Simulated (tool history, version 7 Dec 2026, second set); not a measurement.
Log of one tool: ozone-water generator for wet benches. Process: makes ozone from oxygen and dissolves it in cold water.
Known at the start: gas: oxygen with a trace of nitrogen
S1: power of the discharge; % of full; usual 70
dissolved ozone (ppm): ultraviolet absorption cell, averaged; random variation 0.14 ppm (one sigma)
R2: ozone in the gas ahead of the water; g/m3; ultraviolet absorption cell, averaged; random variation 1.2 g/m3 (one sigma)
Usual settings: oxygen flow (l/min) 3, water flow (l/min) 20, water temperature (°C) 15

Run 1, day 0: usual settings. Result: dissolved ozone (ppm) 14, R2 213.6 g/m3.
Run 2, day 1.512: usual settings but water flow (l/min) 17. Result: dissolved ozone (ppm) 16.8, R2 211.1 g/m3.
At day 1.908: contactor cleaned.
Run 3, day 3.204: usual settings but water flow (l/min) 17. Result: dissolved ozone (ppm) 16.2, R2 210.1 g/m3.
Run 4, day 5.067: usual settings but water flow (l/min) 17. Result: dissolved ozone (ppm) 16.2, R2 210.6 g/m3.
Run 5, day 6.008: usual settings. Result: dissolved ozone (ppm) 13.5, R2 211.9 g/m3.
Run 6, day 7.362: usual settings. Result: dissolved ozone (ppm) 13.6, R2 207.6 g/m3.
At day 8.7: contactor cleaned, once more.
Run 7, day 9.267: usual settings but water flow (l/min) 17. Result: dissolved ozone (ppm) 17.4, R2 210.1 g/m3.
Run 8, day 10.208: usual settings but water flow (l/min) 17. Result: dissolved ozone (ppm) 17.3, R2 212.5 g/m3.
Run 9, day 11.375: usual settings but water flow (l/min) 19. Result: dissolved ozone (ppm) 15.4, R2 212.5 g/m3.
Run 10, day 12.775: usual settings. Result: dissolved ozone (ppm) 14.7, R2 211 g/m3.
At day 14.921: water thermometer calibrated.
Run 11, day 14.983: usual settings. Result: dissolved ozone (ppm) 14.7, R2 210.4 g/m3.
Run 12, day 16.629: usual settings. Result: dissolved ozone (ppm) 14.9, R2 214.5 g/m3.
Run 13, day 18.5: usual settings. Result: dissolved ozone (ppm) 14.8, R2 210.8 g/m3.
Run 14, day 20.379: usual settings. Result: dissolved ozone (ppm) 14.8, R2 210.8 g/m3.
Run 15, day 21.933: usual settings. Result: dissolved ozone (ppm) 14.6, R2 211.7 g/m3.
Run 16, day 24.004: usual settings but S1 43 % of full, water temperature (°C) 8. Result: dissolved ozone (ppm) 10.9, R2 147.4 g/m3.
Run 17, day 25.675: usual settings but S1 75 % of full. Result: dissolved ozone (ppm) 15.2, R2 221.2 g/m3.
Run 18, day 27.704: usual settings but S1 75 % of full. Result: dissolved ozone (ppm) 15.4, R2 221.3 g/m3.
Run 19, day 29.225: usual settings but S1 92 % of full, water flow (l/min) 12. Result: dissolved ozone (ppm) 29.3, R2 256.3 g/m3.
Run 20, day 30.271: usual settings but water flow (l/min) 24. Result: dissolved ozone (ppm) 12.3, R2 210.7 g/m3.
Run 21, day 31.429: usual settings but water flow (l/min) 24. Result: dissolved ozone (ppm) 12.1, R2 208.6 g/m3.
Run 22, day 32.942: usual settings but water flow (l/min) 24. Result: dissolved ozone (ppm) 11.9, R2 210 g/m3.
Run 23, day 34.729: usual settings but water temperature (°C) 16. Result: dissolved ozone (ppm) 14.8, R2 209.8 g/m3.
Run 24, day 36.738: usual settings but S1 45 % of full. Result: dissolved ozone (ppm) 10.7, R2 152.4 g/m3.
Run 25, day 37.671: usual settings but S1 45 % of full, water temperature (°C) 19. Result: dissolved ozone (ppm) 10.3, R2 152.3 g/m3.
Run 26, day 39.767: usual settings but S1 52 % of full, water flow (l/min) 28, water temperature (°C) 19. Result: dissolved ozone (ppm) 7.9, R2 168.7 g/m3.

Forecast each of these 3 alternatives for the next run:
Run A, day 41.483: usual settings but water flow (l/min) 21, water temperature (°C) 20. Result: dissolved ozone (ppm) ?, R2 ?.
Run B, day 41.483: usual settings but S1 52 % of full, water flow (l/min) 22, water temperature (°C) 16. Result: dissolved ozone (ppm) ?, R2 ?.
Run C, day 41.483: usual settings but S1 52 % of full, oxygen flow (l/min) 2.26, water flow (l/min) 21, water temperature (°C) 9. Result: dissolved ozone (ppm) ?, R2 ?.

run  dissolved ozone (ppm)     R2
  A                   13.3  208.1
  B                   10.6    169
  C                   10.4  187.1
Without the tool's hidden state the same runs would have given:
run  dissolved ozone (ppm)     R2
  A                   13.8  212.7
  B                   10.9  171.9
  C                   10.7  190.3
